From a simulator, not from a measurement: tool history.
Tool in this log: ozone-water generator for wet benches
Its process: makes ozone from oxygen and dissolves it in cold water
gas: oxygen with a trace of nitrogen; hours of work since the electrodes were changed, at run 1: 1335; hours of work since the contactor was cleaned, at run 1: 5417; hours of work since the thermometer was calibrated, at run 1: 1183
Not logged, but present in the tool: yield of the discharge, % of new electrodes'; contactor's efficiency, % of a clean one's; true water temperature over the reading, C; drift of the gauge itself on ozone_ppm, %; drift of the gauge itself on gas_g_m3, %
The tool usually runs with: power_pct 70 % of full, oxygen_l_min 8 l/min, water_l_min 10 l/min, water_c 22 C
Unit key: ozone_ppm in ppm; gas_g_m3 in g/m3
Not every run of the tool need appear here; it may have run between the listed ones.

run	hour	power_pct	oxygen_l_min	water_l_min	water_c	hours of work since the electrodes were changed	hours of work since the contactor was cleaned	hours of work since the thermometer was calibrated	ozone_ppm	gas_g_m3
1	0.0	70	8	10	22	1335	5417	1183	26.3	165.5
2	65.6	70	8	10	15	1400	5482	1247	30.4	165.6
3	169.1	70	8	10	23	1501	5583	1348	26.0	167.3
4	265.7	70	8	10	23	1596	5678	1443	25.6	167.8
5	317.1	70	8	10	23	1646	5728	1493	25.5	165.7
6	366.1	70	8	10	23	1694	5776	1541	25.6	167.2

What does the tool deliver on the next run?
7	418.9	70	8	10	22	1746	5828	1593	?	?

ozone_ppm: 26.1 ppm
gas_g_m3: 168.4 g/m3
Minus the tool's unlogged condition, the same run would have read ozone_ppm 26.1 ppm, gas_g_m3 167.1 g/m3.
